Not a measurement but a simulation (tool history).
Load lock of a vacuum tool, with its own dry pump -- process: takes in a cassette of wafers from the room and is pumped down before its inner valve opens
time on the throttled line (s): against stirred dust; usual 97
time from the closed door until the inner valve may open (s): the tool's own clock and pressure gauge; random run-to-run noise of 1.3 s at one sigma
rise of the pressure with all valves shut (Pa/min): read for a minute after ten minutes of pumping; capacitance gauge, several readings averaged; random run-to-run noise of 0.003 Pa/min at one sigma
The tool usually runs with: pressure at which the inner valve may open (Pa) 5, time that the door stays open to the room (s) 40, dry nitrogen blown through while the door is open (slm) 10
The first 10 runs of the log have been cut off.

run,hour,time on the throttled line (s),pressure at which the inner valve may open (Pa),time that the door stays open to the room (s),dry nitrogen blown through while the door is open (slm),"incoming humidity of the room's air, %",time from the closed door until the inner valve may open (s),rise of the pressure with all valves shut (Pa/min)
11,5361.2,97,5,40,7,45.8,234.4,0.483
12,5813.2,162,5,40,7,42.9,279.7,0.546
# hour 5882.9: dry pump taken out, an overhauled one fitted
13,6109.4,162,5,40,7,46,254.4,0.599
14,6632.9,162,5,40,7,44.5,256.2,0.677
# hour 6861.1: door's seal changed, seat wiped
15,7280.3,97,5,40,10,47.2,207.5,0.042
16,7750.6,97,5,40,10,45.7,209.1,0.057
17,8176.4,97,5,40,10,45.6,210.1,0.082
18,8632.7,97,5,40,10,44.2,208.8,0.109
19,8965.3,97,5,40,10,41.8,211.4,0.132
20,9311.9,85,5,104,10,44.1,202.5,0.175
21,9692.8,97,5,40,5,46.6,209.9,0.208
22,10298.7,113,5,40,10,45.2,224.7,0.241
23,10869.7,152,5,40,36,46,253.8,0.297
24,11227.6,152,5,87,36,47,252.7,0.338
25,11697.1,178,5,40,4,43.8,273.4,0.415
26,12407.7,178,5,40,36,45.8,273.8,0.489
27,12795,178,5,40,36,40.8,271,0.544

What does the tool deliver on the next run?
28,13124.3,81,4,58,14,44.7,?,?

{"run 28": {"time from the closed door until the inner valve may open (s)": 209.5, "rise of the pressure with all valves shut (Pa/min)": 0.613}}
With no hidden state in the tool, this same run would have given time from the closed door until the inner valve may open (s) 198, rise of the pressure with all valves shut (Pa/min) 0.027.
